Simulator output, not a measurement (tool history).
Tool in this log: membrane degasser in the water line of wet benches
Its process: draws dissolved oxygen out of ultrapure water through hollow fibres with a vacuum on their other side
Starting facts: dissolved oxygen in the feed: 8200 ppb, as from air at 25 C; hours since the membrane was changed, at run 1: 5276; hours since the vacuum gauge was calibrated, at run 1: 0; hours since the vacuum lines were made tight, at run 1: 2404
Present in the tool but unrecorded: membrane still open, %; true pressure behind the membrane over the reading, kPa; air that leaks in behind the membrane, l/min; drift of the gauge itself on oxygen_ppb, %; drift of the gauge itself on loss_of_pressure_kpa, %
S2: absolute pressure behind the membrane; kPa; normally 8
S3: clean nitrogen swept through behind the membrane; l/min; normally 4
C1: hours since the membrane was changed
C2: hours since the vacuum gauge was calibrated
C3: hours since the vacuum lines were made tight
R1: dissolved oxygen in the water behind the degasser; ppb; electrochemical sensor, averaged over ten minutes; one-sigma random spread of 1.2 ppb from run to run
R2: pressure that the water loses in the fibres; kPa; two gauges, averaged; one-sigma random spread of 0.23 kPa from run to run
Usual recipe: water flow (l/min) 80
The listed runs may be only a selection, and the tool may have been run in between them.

Run 1, day 0: usual settings; C1 5276; C2 0; C3 2404. Result: R1 233.7 ppb, R2 56.44 kPa.
Run 2, day 11.762: usual settings; C1 5558; C2 282; C3 2687. Result: R1 235 ppb, R2 56.03 kPa.
Run 3, day 17.896: usual settings; C1 5706; C2 429; C3 2834. Result: R1 234.2 ppb, R2 55.97 kPa.
Run 4, day 24.258: usual settings; C1 5858; C2 582; C3 2987. Result: R1 232 ppb, R2 56.04 kPa.
Run 5, day 32.45: usual settings; C1 6055; C2 779; C3 3183. Result: R1 230.3 ppb, R2 55.82 kPa.
Run 6, day 40.379: usual settings; C1 6245; C2 969; C3 3373. Result: R1 235.1 ppb, R2 55.49 kPa.
Run 7, day 50.529: usual settings; C1 6489; C2 1213; C3 3617. Result: R1 232.6 ppb, R2 55.4 kPa.
Run 8, day 58.821: usual settings but S2 5.75 kPa; C1 6688; C2 1412; C3 3816. Result: R1 136.9 ppb, R2 55.59 kPa.
Run 9, day 64.021: usual settings but water flow (l/min) 121; C1 6813; C2 1536; C3 3941. Result: R1 389.2 ppb, R2 83.71 kPa.
Run 10, day 74.083: usual settings; C1 7054; C2 1778; C3 4182. Result: R1 234 ppb, R2 55.6 kPa.
At day 85.792: seals of the vacuum lines changed.
Run 11, day 86.538: usual settings; C1 7351; C2 2075; C3 18. Result: R1 234.6 ppb, R2 55.43 kPa.
Run 12, day 96.142: usual settings; C1 7581; C2 2305; C3 248. Result: R1 234.6 ppb, R2 55.46 kPa.
Run 13, day 103.9: usual settings; C1 7768; C2 2492; C3 435. Result: R1 233.8 ppb, R2 55.31 kPa.
At day 108.592: gauge calibrated.
Run 14, day 109.8: usual settings but S2 5.34 kPa; C1 7909; C2 2633; C3 576. Result: R1 119.5 ppb, R2 56.29 kPa.
Run 15, day 116.283: usual settings but S2 8.83 kPa; C1 8065; C2 2789; C3 732. Result: R1 270.2 ppb, R2 55.62 kPa.
Run 16, day 124.296: usual settings but S2 8.83 kPa; C1 8257; C2 2981; C3 924. Result: R1 269.7 ppb, R2 56.01 kPa.
Run 17, day 131.554: usual settings but water flow (l/min) 50, S2 16.63 kPa, S3 1.71 l/min; C1 8431; C2 3155; C3 1098. Result: R1 769.9 ppb, R2 34.81 kPa.
Run 18, day 137.838: usual settings but water flow (l/min) 50, S2 16.63 kPa, S3 1.71 l/min; C1 8582; C2 3306; C3 1249. Result: R1 766.3 ppb, R2 35.02 kPa.
Run 19, day 147.262: usual settings but water flow (l/min) 59, S2 10.67 kPa, S3 5.67 l/min; C1 8808; C2 3532; C3 1475. Result: R1 187.9 ppb, R2 41.12 kPa.
Run 20, day 159.125: usual settings but water flow (l/min) 59, S2 10.67 kPa, S3 5.67 l/min; C1 9093; C2 3817; C3 1760. Result: R1 187.7 ppb, R2 40.75 kPa.
At day 164.9: vacuum gauge calibrated.
Run 21, day 168.992: usual settings but S2 5.15 kPa, S3 4.82 l/min; C1 9329; C2 98; C3 1996. Result: R1 99.3 ppb, R2 55.18 kPa.
Run 22, day 176.208: usual settings but S2 5.15 kPa, S3 4.82 l/min; C1 9503; C2 271; C3 2169. Result: R1 98.9 ppb, R2 55.3 kPa.
Run 23, day 187.2: usual settings but S3 4.6 l/min; C1 9766; C2 535; C3 2433. Result: R1 208.9 ppb, R2 55.11 kPa.
Run 24, day 196.454: usual settings but S3 4.6 l/min; C1 9989; C2 757; C3 2655. Result: R1 209.8 ppb, R2 55.05 kPa.

What if the next run were any one of these 5? Each begins from the tool's condition after run 24:
Run A, day 201.871: usual settings but water flow (l/min) 62, S2 7.95 kPa, S3 1.95 l/min; C1 10119; C2 887; C3 2785. Result: R1 ?, R2 ?.
Run B, day 201.871: usual settings but S2 9.43 kPa, S3 3.75 l/min; C1 10119; C2 887; C3 2785. Result: R1 ?, R2 ?.
Run C, day 201.871: usual settings but water flow (l/min) 65, S2 13.2 kPa, S3 4.6 l/min; C1 10119; C2 887; C3 2785. Result: R1 ?, R2 ?.
Run D, day 201.871: usual settings but water flow (l/min) 68, S3 1.71 l/min; C1 10119; C2 887; C3 2785. Result: R1 ?, R2 ?.
Run E, day 201.871: usual settings but S2 14.31 kPa, S3 4.6 l/min; C1 10119; C2 887; C3 2785. Result: R1 ?, R2 ?.

run     R1     R2
  A  314.5  42.58
  B  311.6  55.23
  C  324.3  45.05
  D  382.6  46.88
  E  440.2  55.11
Stripped of hidden state, with their random variation kept, the same runs would have yielded:
run     R1     R2
  A  314.3  43.35
  B  311.3  56.22
  C  324.2  45.86
  D  382.4  47.73
  E    440  56.11
